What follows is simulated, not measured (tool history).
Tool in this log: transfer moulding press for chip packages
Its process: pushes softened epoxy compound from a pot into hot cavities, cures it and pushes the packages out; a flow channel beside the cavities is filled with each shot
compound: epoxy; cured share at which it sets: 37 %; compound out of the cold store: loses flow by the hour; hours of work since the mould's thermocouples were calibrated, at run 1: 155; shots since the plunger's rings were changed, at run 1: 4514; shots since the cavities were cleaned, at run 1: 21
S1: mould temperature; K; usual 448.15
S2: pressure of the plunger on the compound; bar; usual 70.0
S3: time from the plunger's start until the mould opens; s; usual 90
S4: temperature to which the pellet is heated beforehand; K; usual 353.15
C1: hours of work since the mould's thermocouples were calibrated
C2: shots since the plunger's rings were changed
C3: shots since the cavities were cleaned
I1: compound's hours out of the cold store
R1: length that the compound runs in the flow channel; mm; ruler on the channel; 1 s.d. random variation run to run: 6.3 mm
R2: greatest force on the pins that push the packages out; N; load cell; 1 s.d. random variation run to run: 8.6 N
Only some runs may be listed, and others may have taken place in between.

{"run": 1, "hour": 0.0, "S1": 448.15, "S2": 70.0, "S3": 90, "S4": 353.15, "C1": 155, "C2": 4514, "C3": 21, "I1": 9.0, "R1": 676, "R2": 404}
{"run": 2, "hour": 6.1, "S1": 448.15, "S2": 70.0, "S3": 90, "S4": 353.15, "C1": 160, "C2": 4599, "C3": 106, "I1": 16.9, "R1": 650, "R2": 429}
{"run": 3, "hour": 15.5, "S1": 446.15, "S2": 70.0, "S3": 90, "S4": 353.15, "C1": 167, "C2": 4730, "C3": 237, "I1": 34.9, "R1": 619, "R2": 509}
{"run": 4, "hour": 23.5, "S1": 448.15, "S2": 70.0, "S3": 95, "S4": 353.15, "C1": 173, "C2": 4840, "C3": 347, "I1": 41.2, "R1": 597, "R2": 457}
{"hour": 29.5, "done": "plunger's sealing rings changed"}
{"run": 5, "hour": 30.3, "S1": 448.15, "S2": 70.0, "S3": 95, "S4": 353.15, "C1": 176, "C2": 11, "C3": 408, "I1": 47.9, "R1": 637, "R2": 482}
{"hour": 40.2, "done": "cavities cleaned with cleaning compound and waxed"}
{"run": 6, "hour": 41.2, "S1": 448.15, "S2": 70.0, "S3": 90, "S4": 353.15, "C1": 183, "C2": 141, "C3": 14, "I1": 32.4, "R1": 670, "R2": 386}
{"run": 7, "hour": 48.8, "S1": 448.15, "S2": 70.0, "S3": 90, "S4": 353.15, "C1": 188, "C2": 247, "C3": 120, "I1": 12.0, "R1": 729, "R2": 445}
{"run": 8, "hour": 58.3, "S1": 448.15, "S2": 70.0, "S3": 90, "S4": 353.15, "C1": 195, "C2": 379, "C3": 252, "I1": 22.7, "R1": 704, "R2": 497}
{"run": 9, "hour": 63.0, "S1": 446.15, "S2": 70.0, "S3": 90, "S4": 353.15, "C1": 199, "C2": 444, "C3": 317, "I1": 12.3, "R1": 728, "R2": 567}
{"run": 10, "hour": 68.6, "S1": 446.15, "S2": 70.0, "S3": 90, "S4": 353.15, "C1": 203, "C2": 522, "C3": 395, "I1": 40.3, "R1": 649, "R2": 548}
{"run": 11, "hour": 75.0, "S1": 446.15, "S2": 70.0, "S3": 90, "S4": 353.15, "C1": 208, "C2": 611, "C3": 484, "I1": 35.9, "R1": 667, "R2": 584}
{"hour": 79.0, "done": "cavities cleaned with cleaning compound and waxed"}
{"run": 12, "hour": 84.2, "S1": 448.15, "S2": 70.0, "S3": 122, "S4": 353.15, "C1": 214, "C2": 719, "C3": 72, "I1": 18.5, "R1": 720, "R2": 347}
{"run": 13, "hour": 88.6, "S1": 448.15, "S2": 70.0, "S3": 122, "S4": 353.15, "C1": 217, "C2": 780, "C3": 133, "I1": 31.3, "R1": 672, "R2": 352}
{"run": 14, "hour": 95.5, "S1": 448.15, "S2": 70.0, "S3": 90, "S4": 353.15, "C1": 222, "C2": 875, "C3": 228, "I1": 41.7, "R1": 647, "R2": 441}
{"run": 15, "hour": 102.5, "S1": 446.15, "S2": 58.8, "S3": 77, "S4": 355.15, "C1": 227, "C2": 973, "C3": 326, "I1": 23.2, "R1": 639, "R2": 736}
{"run": 16, "hour": 108.9, "S1": 453.15, "S2": 53.2, "S3": 77, "S4": 350.15, "C1": 232, "C2": 1061, "C3": 414, "I1": 34.0, "R1": 579, "R2": 525}
{"run": 17, "hour": 115.9, "S1": 448.15, "S2": 84.9, "S3": 90, "S4": 353.15, "C1": 237, "C2": 1158, "C3": 511, "I1": 17.4, "R1": 773, "R2": 565}
{"hour": 117.8, "done": "cavities cleaned with cleaning compound and waxed"}
{"run": 18, "hour": 121.8, "S1": 446.15, "S2": 84.9, "S3": 113, "S4": 353.15, "C1": 240, "C2": 1220, "C3": 55, "I1": 21.9, "R1": 763, "R2": 343}
{"run": 19, "hour": 128.6, "S1": 450.15, "S2": 70.0, "S3": 90, "S4": 345.15, "C1": 245, "C2": 1314, "C3": 149, "I1": 19.6, "R1": 686, "R2": 420}
{"run": 20, "hour": 134.1, "S1": 450.15, "S2": 70.0, "S3": 84, "S4": 345.15, "C1": 249, "C2": 1391, "C3": 226, "I1": 41.4, "R1": 637, "R2": 448}
{"hour": 136.6, "done": "mould's thermocouples calibrated"}
{"run": 21, "hour": 145.0, "S1": 448.15, "S2": 74.4, "S3": 90, "S4": 355.15, "C1": 6, "C2": 1515, "C3": 350, "I1": 38.1, "R1": 661, "R2": 459}
{"run": 22, "hour": 153.9, "S1": 449.15, "S2": 80.6, "S3": 104, "S4": 347.15, "C1": 13, "C2": 1639, "C3": 474, "I1": 23.2, "R1": 710, "R2": 451}
{"hour": 158.5, "done": "cavities cleaned with cleaning compound and waxed"}
{"hour": 165.5, "done": "mould's thermocouples calibrated, once more"}
{"run": 23, "hour": 166.6, "S1": 449.15, "S2": 80.6, "S3": 104, "S4": 347.15, "C1": 1, "C2": 1766, "C3": 84, "I1": 35.9, "R1": 698, "R2": 362}
{"run": 24, "hour": 176.3, "S1": 448.15, "S2": 61.7, "S3": 111, "S4": 346.15, "C1": 8, "C2": 1901, "C3": 219, "I1": 29.6, "R1": 623, "R2": 404}

Estimate the outcome of run 25 from the log above:
{"run": 25, "hour": 185.3, "S1": 448.15, "S2": 75.0, "S3": 92, "S4": 351.15, "C1": 15, "C2": 2027, "C3": 345, "I1": 24.0, "R1": "?", "R2": "?"}

R1: 698 mm
R2: 495 N
With the hidden condition absent and the run-to-run variation left alone, this run would have shown R1 727 mm, R2 371 N.

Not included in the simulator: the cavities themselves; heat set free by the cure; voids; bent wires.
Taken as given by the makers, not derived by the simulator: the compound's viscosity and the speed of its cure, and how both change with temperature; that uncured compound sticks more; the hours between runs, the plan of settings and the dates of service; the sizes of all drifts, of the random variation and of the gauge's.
